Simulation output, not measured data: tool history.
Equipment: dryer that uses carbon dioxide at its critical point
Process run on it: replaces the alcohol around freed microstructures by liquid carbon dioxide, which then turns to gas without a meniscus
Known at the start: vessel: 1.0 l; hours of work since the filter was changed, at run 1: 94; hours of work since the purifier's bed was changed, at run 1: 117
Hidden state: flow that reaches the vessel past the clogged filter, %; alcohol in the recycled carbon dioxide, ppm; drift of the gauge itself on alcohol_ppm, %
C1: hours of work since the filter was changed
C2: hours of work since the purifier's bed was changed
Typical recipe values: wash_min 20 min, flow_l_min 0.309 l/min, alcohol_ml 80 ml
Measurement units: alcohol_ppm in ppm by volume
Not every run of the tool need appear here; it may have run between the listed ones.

run 1 day=0.000 | wash_min=20 flow_l_min=0.309 alcohol_ml=80 | C1=94 C2=117 | alcohol_ppm=827
run 2 day=0.392 | wash_min=20 flow_l_min=0.309 alcohol_ml=80 | C1=100 C2=123 | alcohol_ppm=850
run 3 day=0.788 | wash_min=20 flow_l_min=0.309 alcohol_ml=80 | C1=105 C2=129 | alcohol_ppm=864
run 4 day=1.025 | wash_min=20 flow_l_min=0.309 alcohol_ml=80 | C1=109 C2=132 | alcohol_ppm=872
run 5 day=1.400 | wash_min=20 flow_l_min=0.309 alcohol_ml=80 | C1=114 C2=137 | alcohol_ppm=887
run 6 day=1.767 | wash_min=20 flow_l_min=0.309 alcohol_ml=80 | C1=119 C2=143 | alcohol_ppm=917
run 7 day=2.017 | wash_min=20 flow_l_min=0.309 alcohol_ml=80 | C1=123 C2=146 | alcohol_ppm=955
run 8 day=2.308 | wash_min=16 flow_l_min=0.317 alcohol_ml=51 | C1=127 C2=150 | alcohol_ppm=1379
run 9 day=2.754 | wash_min=15 flow_l_min=0.423 alcohol_ml=80 | C1=133 C2=157 | alcohol_ppm=853
run 10 day=3.142 | wash_min=30 flow_l_min=0.193 alcohol_ml=80 | C1=139 C2=162 | alcohol_ppm=1465
run 11 day=3.567 | wash_min=30 flow_l_min=0.193 alcohol_ml=80 | C1=145 C2=168 | alcohol_ppm=1476
run 12 day=3.842 | wash_min=30 flow_l_min=0.193 alcohol_ml=80 | C1=149 C2=172 | alcohol_ppm=1502
-- day=4.171 inlet filter changed
run 13 day=4.171 | wash_min=30 flow_l_min=0.379 alcohol_ml=53 | C1=0 C2=176 | alcohol_ppm=19

Predict each of these 4 candidate next runs independently; none follows another, all start after run 13:
run A day=4.467 | wash_min=30 flow_l_min=0.379 alcohol_ml=40 | C1=4 C2=181 | alcohol_ppm=?
run B day=4.467 | wash_min=12 flow_l_min=0.309 alcohol_ml=28 | C1=4 C2=181 | alcohol_ppm=?
run C day=4.467 | wash_min=19 flow_l_min=0.324 alcohol_ml=112 | C1=4 C2=181 | alcohol_ppm=?
run D day=4.467 | wash_min=20 flow_l_min=0.309 alcohol_ml=110 | C1=4 C2=181 | alcohol_ppm=?

run=A alcohol_ppm=25
run=B alcohol_ppm=1360
run=C alcohol_ppm=710
run=D alcohol_ppm=700
Take away the tool's hidden state, keep each run's random variation, and the runs would have read:
run=A alcohol_ppm=10
run=B alcohol_ppm=1321
run=C alcohol_ppm=675
run=D alcohol_ppm=664
